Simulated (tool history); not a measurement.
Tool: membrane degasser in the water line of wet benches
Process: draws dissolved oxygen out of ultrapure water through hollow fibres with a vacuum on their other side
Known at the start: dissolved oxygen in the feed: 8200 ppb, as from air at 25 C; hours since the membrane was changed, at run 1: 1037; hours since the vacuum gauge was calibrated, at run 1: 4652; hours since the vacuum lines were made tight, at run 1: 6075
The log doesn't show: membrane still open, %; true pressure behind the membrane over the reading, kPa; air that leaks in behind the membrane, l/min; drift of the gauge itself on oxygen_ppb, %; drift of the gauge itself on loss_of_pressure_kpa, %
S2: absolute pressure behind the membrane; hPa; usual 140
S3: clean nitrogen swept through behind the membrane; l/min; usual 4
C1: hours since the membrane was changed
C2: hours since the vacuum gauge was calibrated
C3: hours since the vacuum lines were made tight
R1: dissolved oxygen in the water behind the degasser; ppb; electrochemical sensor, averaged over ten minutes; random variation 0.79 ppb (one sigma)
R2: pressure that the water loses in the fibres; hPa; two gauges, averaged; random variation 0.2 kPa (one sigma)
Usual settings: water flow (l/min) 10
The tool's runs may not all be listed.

run 1 hour=0 | water_flow_(l/min)=10 S2=140 S3=4 | C1=1037 C2=4652 C3=6075 | R1=76.6 R2=439.9
run 2 hour=33.1 | water_flow_(l/min)=6 S2=140 S3=4 | C1=1070 C2=4685 C3=6108 | R1=45 R2=265.4
run 3 hour=90.2 | water_flow_(l/min)=6 S2=150 S3=4 | C1=1127 C2=4743 C3=6165 | R1=48.8 R2=265.1
run 4 hour=141.7 | water_flow_(l/min)=6 S2=150 S3=4 | C1=1178 C2=4794 C3=6216 | R1=48.1 R2=264.3
run 5 hour=179.3 | water_flow_(l/min)=10 S2=219 S3=4 | C1=1216 C2=4832 C3=6254 | R1=127.3 R2=439
run 6 hour=231.5 | water_flow_(l/min)=10 S2=140 S3=4 | C1=1268 C2=4884 C3=6306 | R1=76.5 R2=439.2
run 7 hour=271.4 | water_flow_(l/min)=10 S2=140 S3=4 | C1=1308 C2=4924 C3=6346 | R1=78.3 R2=438.9
run 8 hour=312.3 | water_flow_(l/min)=10 S2=140 S3=4 | C1=1349 C2=4965 C3=6387 | R1=77.6 R2=439.4
run 9 hour=363.8 | water_flow_(l/min)=10 S2=140 S3=4 | C1=1400 C2=5016 C3=6438 | R1=76.7 R2=438.4
run 10 hour=397.4 | water_flow_(l/min)=10 S2=140 S3=4 | C1=1434 C2=5050 C3=6472 | R1=78.2 R2=442.8
run 11 hour=424 | water_flow_(l/min)=10 S2=140 S3=4 | C1=1461 C2=5076 C3=6499 | R1=77.8 R2=441
run 12 hour=470.9 | water_flow_(l/min)=10 S2=177 S3=4 | C1=1508 C2=5123 C3=6546 | R1=101.8 R2=439.7

Run 13 comes next. What will it give?
run 13 hour=523 | water_flow_(l/min)=10 S2=177 S3=4 | C1=1560 C2=5175 C3=6598 | R1=? R2=?

R1: 100.7 ppb
R2: 444.3 hPa
Without the tool's hidden state the same run would have given R1 94.5 ppb, R2 440.8 hPa.
